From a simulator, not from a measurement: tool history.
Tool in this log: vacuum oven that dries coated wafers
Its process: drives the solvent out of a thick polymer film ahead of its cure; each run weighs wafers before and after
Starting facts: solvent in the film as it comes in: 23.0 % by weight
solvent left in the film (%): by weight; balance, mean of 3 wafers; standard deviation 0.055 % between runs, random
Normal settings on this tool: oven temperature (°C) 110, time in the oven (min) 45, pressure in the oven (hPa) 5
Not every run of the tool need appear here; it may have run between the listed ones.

| run | hour | oven temperature (°C) | time in the oven (min) | pressure in the oven (hPa) | solvent left in the film (%) |
|---|---|---|---|---|---|
| 1 | 0 | 110 | 45 | 5 | 2.41 |
| 2 | 35.8 | 110 | 45 | 5 | 2.53 |
| 3 | 81.2 | 110 | 45 | 5 | 2.47 |
| 4 | 107 | 110 | 45 | 5 | 2.43 |
| 5 | 137.6 | 110 | 45 | 5 | 2.45 |
| 6 | 180.6 | 110 | 45 | 5 | 2.4 |
| 7 | 209.2 | 116 | 45 | 5 | 1.43 |
| 8 | 256.7 | 116 | 45 | 5 | 1.49 |
| 9 | 288.6 | 116 | 45 | 5 | 1.41 |
| 10 | 342.6 | 110 | 35 | 5 | 3.82 |
| 11 | 380 | 110 | 35 | 5 | 3.7 |
| 12 | 414.6 | 110 | 45 | 5 | 2.48 |
| 13 | 454.4 | 110 | 45 | 19.11 | 3.65 |
| 14 | 489.1 | 110 | 45 | 5 | 2.54 |
| 15 | 540 | 110 | 45 | 5 | 2.61 |
| 16 | 577 | 110 | 45 | 5 | 2.59 |
| 17 | 635.6 | 110 | 45 | 5 | 2.66 |
| 18 | 660 | 110 | 46 | 5 | 2.51 |
| 19 | 717 | 110 | 46 | 5 | 2.52 |
| 20 | 775.3 | 110 | 46 | 5 | 2.58 |
| 21 | 812.6 | 109 | 45 | 5 | 3.02 |
| 22 | 863.4 | 109 | 45 | 5 | 3 |
| 23 | 922.5 | 113 | 45 | 5 | 2.07 |
|  | 937.8 | oven's thermocouples calibrated |
| 24 | 985.1 | 113 | 45 | 5 | 1.73 |
| 25 | 1017.8 | 110 | 43 | 5 | 2.51 |
| 26 | 1056.5 | 114 | 26 | 7.44 | 4.28 |
| 27 | 1091.8 | 95 | 35 | 5.9 | 8.55 |
| 28 | 1128.7 | 95 | 35 | 5.9 | 8.3 |
| 29 | 1189 | 95 | 35 | 4.34 | 8.36 |
| 30 | 1236.8 | 95 | 35 | 4.34 | 8.5 |
| 31 | 1273.1 | 117 | 35 | 4.34 | 1.99 |
| 32 | 1297.8 | 118 | 33 | 5.64 | 2.09 |
| 33 | 1333.4 | 118 | 33 | 5.64 | 2.14 |
| 34 | 1361.8 | 110 | 73 | 6.11 | 1.08 |
| 35 | 1419.1 | 100 | 24 | 6.11 | 9.38 |
| 36 | 1461.3 | 100 | 24 | 6.11 | 9.46 |
| 37 | 1513.3 | 105 | 46 | 5.76 | 3.64 |
| 38 | 1572.9 | 101 | 74 | 12.88 | 3.33 |
| 39 | 1618.7 | 120 | 74 | 12.88 | 0.89 |
| 40 | 1654.2 | 110 | 45 | 8 | 2.73 |
| 41 | 1692.5 | 110 | 45 | 8 | 2.79 |
| 42 | 1749.4 | 110 | 45 | 8 | 2.93 |
|  | 1770 | vacuum gauge cleaned of residue and calibrated |
| 43 | 1801.6 | 110 | 32 | 12.47 | 4.96 |
| 44 | 1832.3 | 110 | 68 | 3.04 | 0.94 |
| 45 | 1888.1 | 110 | 68 | 3.04 | 0.9 |
| 46 | 1944 | 109 | 57 | 5 | 1.82 |
|  | 1985.1 | oven's thermocouples calibrated |
| 47 | 2004 | 109 | 57 | 5 | 1.62 |

How would selected steps in solvent left in the film (%) from run to run divide? Give the signed amount a tool lacking its hidden state would still show from settings, what came in and random variation, and the signed amount left for the hidden state, including any gauge scatter that is not in both of the compared results.
Hidden state at play: true wafer temperature over the reading, C; true pressure over the reading, kPa; drift of the gauge itself on solvent_pct, %.
Run 23 -> 24: oven's thermocouples calibrated. solvent left in the film (%) -0.34: hidden state -0.41, all else +0.07.
Run 30 -> 31: oven temperature (°C) 95 -> 117. solvent left in the film (%) -6.51: hidden state -0.06, all else -6.45.
Run 34 -> 35: oven temperature (°C) 110 -> 100, time in the oven (min) 73 -> 24. solvent left in the film (%) +8.3: hidden state +0.11, all else +8.19.
Run 36 -> 37: oven temperature (°C) 100 -> 105, time in the oven (min) 24 -> 46, pressure in the oven (hPa) 6.11 -> 5.76. solvent left in the film (%) -5.82: hidden state +0.02, all else -5.84.
Run 38 -> 39: oven temperature (°C) 101 -> 120. solvent left in the film (%) -2.44: hidden state -0.23, all else -2.21.
Run 46 -> 47: oven's thermocouples calibrated. solvent left in the film (%) -0.2: hidden state -0.24, all else +0.04.

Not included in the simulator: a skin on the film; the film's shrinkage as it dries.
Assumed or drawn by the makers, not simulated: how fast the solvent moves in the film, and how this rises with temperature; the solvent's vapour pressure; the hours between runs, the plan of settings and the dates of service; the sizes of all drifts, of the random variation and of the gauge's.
